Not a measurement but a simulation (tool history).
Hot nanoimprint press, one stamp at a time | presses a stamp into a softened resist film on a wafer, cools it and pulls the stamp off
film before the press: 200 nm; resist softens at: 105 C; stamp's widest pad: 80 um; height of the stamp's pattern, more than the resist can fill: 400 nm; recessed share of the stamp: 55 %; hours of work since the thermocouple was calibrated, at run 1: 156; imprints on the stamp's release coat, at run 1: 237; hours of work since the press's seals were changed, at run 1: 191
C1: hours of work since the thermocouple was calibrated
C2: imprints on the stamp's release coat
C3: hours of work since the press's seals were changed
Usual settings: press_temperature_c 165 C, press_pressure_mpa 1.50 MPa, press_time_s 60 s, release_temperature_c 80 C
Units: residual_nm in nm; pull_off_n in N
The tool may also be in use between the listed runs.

Run 1, hour 0.0: usual settings; C1 156; C2 237; C3 191. Result: residual_nm 79.8 nm, pull_off_n 212 N.
Run 2, hour 36.1: usual settings; C1 172; C2 351; C3 207. Result: residual_nm 80.1 nm, pull_off_n 238 N.
Run 3, hour 75.0: usual settings; C1 189; C2 473; C3 224. Result: residual_nm 80.0 nm, pull_off_n 244 N.
At hour 91.4: stamp cleaned and given a new release coat.
Run 4, hour 113.6: usual settings but press_pressure_mpa 0.91 MPa; C1 203; C2 70; C3 238. Result: residual_nm 105.6 nm, pull_off_n 198 N.
Run 5, hour 162.0: usual settings but release_temperature_c 71 C; C1 224; C2 223; C3 259. Result: residual_nm 81.2 nm, pull_off_n 263 N.
Run 6, hour 215.4: usual settings; C1 247; C2 391; C3 283. Result: residual_nm 80.7 nm, pull_off_n 232 N.
At hour 238.6: plate thermocouple calibrated.
Run 7, hour 249.6: usual settings but release_temperature_c 87 C; C1 5; C2 489; C3 296. Result: residual_nm 78.1 nm, pull_off_n 192 N.
At hour 263.1: stamp cleaned and given a new release coat.
Run 8, hour 308.0: usual settings but release_temperature_c 87 C; C1 28; C2 142; C3 319. Result: residual_nm 78.9 nm, pull_off_n 170 N.
Run 9, hour 351.1: usual settings but press_temperature_c 157 C, release_temperature_c 87 C; C1 47; C2 278; C3 338. Result: residual_nm 111.3 nm, pull_off_n 179 N.
Run 10, hour 406.5: usual settings but press_pressure_mpa 1.16 MPa; C1 71; C2 452; C3 362. Result: residual_nm 91.5 nm, pull_off_n 231 N.
At hour 430.4: stamp cleaned and given a new release coat.
Run 11, hour 444.8: usual settings but press_temperature_c 171 C; C1 85; C2 45; C3 376. Result: residual_nm 61.5 nm, pull_off_n 194 N.
Run 12, hour 489.6: usual settings but press_temperature_c 164 C; C1 105; C2 186; C3 396. Result: residual_nm 82.3 nm, pull_off_n 207 N.
Run 13, hour 524.2: usual settings but press_temperature_c 164 C; C1 120; C2 295; C3 411. Result: residual_nm 83.2 nm, pull_off_n 217 N.
Run 14, hour 559.8: usual settings but press_time_s 119 s; C1 135; C2 407; C3 427. Result: residual_nm 62.9 nm, pull_off_n 227 N.
At hour 597.1: stamp cleaned and given a new release coat.
Run 15, hour 612.8: usual settings but press_time_s 119 s; C1 156; C2 49; C3 447. Result: residual_nm 63.1 nm, pull_off_n 194 N.
Run 16, hour 642.6: usual settings but press_time_s 119 s; C1 169; C2 143; C3 460. Result: residual_nm 63.5 nm, pull_off_n 197 N.
Run 17, hour 667.2: usual settings but press_temperature_c 164 C, press_pressure_mpa 1.34 MPa, press_time_s 119 s; C1 180; C2 221; C3 471. Result: residual_nm 70.1 nm, pull_off_n 208 N.
Run 18, hour 694.2: usual settings but press_temperature_c 157 C, release_temperature_c 67 C; C1 192; C2 306; C3 483. Result: residual_nm 112.5 nm, pull_off_n 301 N.
Run 19, hour 719.3: usual settings but press_temperature_c 163 C, press_pressure_mpa 1.82 MPa, press_time_s 48 s; C1 203; C2 385; C3 494. Result: residual_nm 85.0 nm, pull_off_n 225 N.
At hour 766.6: stamp cleaned and given a new release coat.
Run 20, hour 775.5: usual settings but press_temperature_c 155 C, press_pressure_mpa 1.53 MPa, press_time_s 37 s; C1 225; C2 28; C3 516. Result: residual_nm 137.6 nm, pull_off_n 202 N.
Run 21, hour 816.4: usual settings but press_temperature_c 173 C; C1 243; C2 157; C3 534. Result: residual_nm 57.5 nm, pull_off_n 199 N.
At hour 851.7: plate thermocouple calibrated.
Run 22, hour 872.6: usual settings but press_temperature_c 173 C; C1 9; C2 325; C3 557. Result: residual_nm 57.6 nm, pull_off_n 214 N.
Run 23, hour 923.3: usual settings but press_pressure_mpa 1.25 MPa, press_time_s 37 s; C1 31; C2 485; C3 579. Result: residual_nm 103.5 nm, pull_off_n 236 N.
At hour 939.7: stamp cleaned and given a new release coat.
Run 24, hour 970.8: usual settings but press_pressure_mpa 1.25 MPa, press_time_s 37 s; C1 50; C2 98; C3 598. Result: residual_nm 102.3 nm, pull_off_n 195 N.
Run 25, hour 1001.5: usual settings but press_pressure_mpa 1.25 MPa, press_time_s 37 s; C1 63; C2 194; C3 611. Result: residual_nm 103.2 nm, pull_off_n 207 N.
Run 26, hour 1030.9: usual settings but press_pressure_mpa 1.25 MPa, press_time_s 37 s; C1 76; C2 287; C3 624. Result: residual_nm 103.3 nm, pull_off_n 213 N.
Run 27, hour 1056.8: usual settings but press_time_s 57 s, release_temperature_c 68 C; C1 87; C2 369; C3 635. Result: residual_nm 81.4 nm, pull_off_n 304 N.
At hour 1106.5: stamp cleaned and given a new release coat.
Run 28, hour 1116.6: usual settings but press_time_s 57 s, release_temperature_c 68 C; C1 111; C2 32; C3 659. Result: residual_nm 81.7 nm, pull_off_n 252 N.
Run 29, hour 1148.2: usual settings but press_pressure_mpa 1.24 MPa, release_temperature_c 72 C; C1 125; C2 132; C3 673. Result: residual_nm 89.4 nm, pull_off_n 255 N.

Forecast each of these 4 alternatives for the next run:
Run A, hour 1187.0: usual settings but press_time_s 95 s; C1 142; C2 254; C3 690. Result: residual_nm ?, pull_off_n ?.
Run B, hour 1187.0: usual settings but press_time_s 36 s, release_temperature_c 79 C; C1 142; C2 254; C3 690. Result: residual_nm ?, pull_off_n ?.
Run C, hour 1187.0: usual settings but press_pressure_mpa 1.24 MPa, press_time_s 79 s, release_temperature_c 72 C; C1 142; C2 254; C3 690. Result: residual_nm ?, pull_off_n ?.
Run D, hour 1187.0: usual settings but press_temperature_c 172 C, press_pressure_mpa 1.01 MPa, press_time_s 105 s, release_temperature_c 72 C; C1 142; C2 254; C3 690. Result: residual_nm ?, pull_off_n ?.

run  residual_nm  pull_off_n
  A         69.0         220
  B         94.8         224
  C         81.6         254
  D         62.3         264
Without the tool's hidden state the same runs would have given:
run  residual_nm  pull_off_n
  A         66.1         195
  B         91.1         198
  C         78.6         225
  D         60.3         234
